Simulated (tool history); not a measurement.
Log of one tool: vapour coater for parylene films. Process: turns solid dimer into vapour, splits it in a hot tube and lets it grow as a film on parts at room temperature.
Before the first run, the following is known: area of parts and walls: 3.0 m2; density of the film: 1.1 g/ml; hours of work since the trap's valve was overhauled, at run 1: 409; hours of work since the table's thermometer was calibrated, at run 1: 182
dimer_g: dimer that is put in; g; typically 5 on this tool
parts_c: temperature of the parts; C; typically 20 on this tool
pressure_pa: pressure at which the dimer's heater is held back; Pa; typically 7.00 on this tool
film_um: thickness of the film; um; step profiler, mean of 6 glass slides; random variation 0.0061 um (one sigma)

run    hour  dimer_g  parts_c  pressure_pa  hours of work since the trap's valve was overhauled  hours of work since the table's thermometer was calibrated  film_um
  1     0.0        5       20         7.00                                                  409                                                         182    0.715
  2    86.8        8       20         7.00                                                  473                                                         246    1.129
  3   133.4        5       20         7.00                                                  507                                                         280    0.691
  4   193.0        5       20         7.00                                                  551                                                         324    0.708
  5   236.3        5       20         7.00                                                  583                                                         356    0.689
  6   302.1        5       20         7.00                                                  632                                                         405    0.679
  7   346.2        5       20         7.00                                                  664                                                         437    0.678
      395.5  -- trap's valve overhauled
  8   403.4        5       20         7.00                                                    6                                                         476    0.776
  9   445.6        5       20         7.00                                                   37                                                         507    0.771
 10   482.7        5       20         7.00                                                   64                                                         535    0.753
 11   562.7        5       20         7.00                                                  123                                                         594    0.754
      569.4  -- table's thermometer calibrated
 12   627.2        5       20         7.00                                                  170                                                          43    0.747
 13   711.5        5       20         7.00                                                  232                                                         105    0.741
 14   752.7        5       20         7.00                                                  263                                                         135    0.741
      802.8  -- table's thermometer calibrated, once more
 15   828.6        5       12         7.00                                                  318                                                          19    0.940
 16   898.8        5       14         5.41                                                  370                                                          71    0.903
 17   970.3        5       14         5.41                                                  422                                                         124    0.888
 18  1034.3        5       16         7.00                                                  470                                                         171    0.798
 19  1106.8        3       23         7.09                                                  523                                                         224    0.384
 20  1189.4        7       20         8.30                                                  584                                                         285    0.957
 21  1229.1        6       26        10.97                                                  613                                                         314    0.642
 22  1275.2        6       26        10.97                                                  647                                                         348    0.639
     1342.0  -- trap's valve overhauled
 23  1351.9        8       28         8.63                                                    7                                                         402    0.930
 24  1438.7        8       28         8.63                                                   71                                                         466    0.919
 25  1493.5        8       28         8.63                                                  112                                                         506    0.920
 26  1564.1        8       26        11.77                                                  164                                                         558    0.928
 27  1649.8        3       28         3.48                                                  227                                                         622    0.368
 28  1708.9        6       27         8.99                                                  271                                                         665    0.692
 29  1774.2        2       15         7.00                                                  319                                                         713    0.343
 30  1845.3        2       26         6.53                                                  371                                                         766    0.240

For each entry between runs, how does the tool's hidden state at the last listed run before it compare with that at the first listed run after it?
Between runs 7 and 8: trap's valve overhauled (hour 395.5)
  vapour lost through the trap's worn valve, %: 12.2 -> 0.5; true temperature of the parts over the reading, C: -0.26 -> -0.29
  measured minus no-state result, film_um: -0.088 -> +0.004 um
Between runs 11 and 12: table's thermometer calibrated (hour 569.4)
  vapour lost through the trap's worn valve, %: 2.6 -> 3.4; true temperature of the parts over the reading, C: -0.37 -> -0.51
  measured minus no-state result, film_um: -0.011 -> -0.013 um
Between runs 14 and 15: table's thermometer calibrated, once more (hour 802.8)
  vapour lost through the trap's worn valve, %: 5.1 -> 6.2; true temperature of the parts over the reading, C: -0.58 -> -0.12
  measured minus no-state result, film_um: -0.025 -> -0.059 um
Between runs 22 and 23: trap's valve overhauled (hour 1342.0)
  vapour lost through the trap's worn valve, %: 12.3 -> 0.5; true temperature of the parts over the reading, C: -0.36 -> -0.4
  measured minus no-state result, film_um: -0.082 -> +0.007 um

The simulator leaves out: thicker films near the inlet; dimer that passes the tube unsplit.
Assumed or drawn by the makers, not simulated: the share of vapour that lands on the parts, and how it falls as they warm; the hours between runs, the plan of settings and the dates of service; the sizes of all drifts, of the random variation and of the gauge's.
